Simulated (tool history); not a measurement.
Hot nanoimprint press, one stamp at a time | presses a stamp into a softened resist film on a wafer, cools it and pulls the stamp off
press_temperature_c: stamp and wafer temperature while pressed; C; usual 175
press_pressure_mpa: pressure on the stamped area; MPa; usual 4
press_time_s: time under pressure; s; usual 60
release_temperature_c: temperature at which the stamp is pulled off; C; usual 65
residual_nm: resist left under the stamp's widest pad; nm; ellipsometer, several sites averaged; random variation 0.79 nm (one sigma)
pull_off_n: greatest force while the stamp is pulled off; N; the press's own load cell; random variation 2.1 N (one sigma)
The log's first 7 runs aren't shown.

run    hour  press_temperature_c  press_pressure_mpa  press_time_s  release_temperature_c  residual_nm  pull_off_n
  8   410.6                  175                6.39            60                     65        133.6         179
  9   470.6                  175                6.39            60                     65          134         177
      534.8  -- plate thermocouple calibrated, once more
 10   553.3                  175                6.39            60                     65        138.9         183
 11   619.5                  175                6.39            60                     65          140         188
 12   676.7                  175                6.39            60                     65        139.7         186
        710  -- stamp cleaned and given a new release coat
 13   726.8                  175                6.39            60                     65        139.1         164
 14     805                  175                6.39            60                     65        140.1         167
 15   873.9                  175                   4            60                     65        177.7         165
 16   930.3                  175                   4            60                     65        177.6         171
      986.2  -- press's hydraulic seals changed and the load cell set to zero
 17    1003                  182                 2.9            39                     70        200.9         163
 18  1046.2                  182                 2.9            39                     70        200.3         161
 19    1101                  182                 2.9            39                     70        200.4         167
 20    1166                  175                4.79            51                     65        160.2         175
 21  1226.1                  181                4.31            51                     68        150.2         170
     1280.6  -- plate thermocouple calibrated
 22  1312.3                  181                4.31            51                     68        151.5         178
 23  1349.4                  181                4.31            51                     68        152.4         174
 24    1416                  173                 4.6           111                     66        133.7         182
 25  1500.4                  175                2.99           111                     70        165.8         176
 26  1549.1                  175                2.81            38                     68        236.4         179
 27  1604.1                  164                5.63            38                     51        211.1         214
       1651  -- stamp cleaned and given a new release coat
 28  1667.2                  164                4.22            38                     51        243.5         192
 29  1736.9                  175                   4            82                     55        155.3         182
 30  1793.6                  186                3.74           102                     65        118.4         166
 31  1858.4                  186                3.74           102                     65        116.9         165

Forecast each of these 3 alternatives for the next run:
  A  1903.6                  175                   4            52                     65            ?           ?
  B  1903.6                  175                5.11            96                     52            ?           ?
  C  1903.6                  186                4.76           102                     65            ?           ?

run  residual_nm  pull_off_n
  A        179.2         167
  B        127.1         191
  C        101.8         171
Without the tool's hidden state the same runs would have given:
run  residual_nm  pull_off_n
  A        177.5         162
  B        124.7         185
  C         99.7         167
